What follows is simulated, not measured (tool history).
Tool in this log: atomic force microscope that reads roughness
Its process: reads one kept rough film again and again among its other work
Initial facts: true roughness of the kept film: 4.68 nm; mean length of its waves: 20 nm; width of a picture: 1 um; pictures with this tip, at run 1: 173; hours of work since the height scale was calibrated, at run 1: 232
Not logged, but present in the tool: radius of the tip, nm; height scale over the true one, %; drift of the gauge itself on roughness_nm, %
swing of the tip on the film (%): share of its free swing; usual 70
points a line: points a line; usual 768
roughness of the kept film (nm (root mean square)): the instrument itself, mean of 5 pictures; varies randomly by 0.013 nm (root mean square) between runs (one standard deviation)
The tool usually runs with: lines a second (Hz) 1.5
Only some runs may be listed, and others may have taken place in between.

run,hour,lines a second (Hz),swing of the tip on the film (%),points a line,pictures with this tip,hours of work since the height scale was calibrated,roughness of the kept film (nm (root mean square))
1,0,1.5,70,768,173,232,1.748
2,18.7,1.5,70,768,202,241,1.641
3,36.3,1.5,70,768,230,249,1.542
# hour 44: new tip fitted
4,54.6,1.5,70,442,16,257,2.753
5,68.7,1.5,70,442,38,263,2.54
6,87.3,1.5,70,442,67,272,2.264
7,101.6,1.5,70,442,90,279,2.118
8,114.6,1.5,70,442,110,285,1.983
9,124.8,1.5,70,442,126,289,1.905
# hour 127: height scale calibrated on a step standard
10,133.9,2.32,70,768,138,3,1.807
11,151.2,0.93,70,314,165,11,1.721
# hour 158: height scale calibrated on a step standard, once more
12,163.2,0.93,70,314,183,2,1.643
13,172.2,0.93,70,314,196,7,1.587

Each row is a separate what-if for the run after 13, all from the same tool condition, not one after another. Results?
A,183.5,1.75,78,464,214,12,?
B,183.5,0.8,56,892,214,12,?
C,183.5,0.93,79,271,214,12,?
D,183.5,2.06,70,314,214,12,?

run,roughness of the kept film (nm (root mean square))
A,1.488
B,1.599
C,1.499
D,1.472
Without the tool's unlogged condition, the same runs would have read:
run,roughness of the kept film (nm (root mean square))
A,2.968
B,3.188
C,2.993
D,2.938
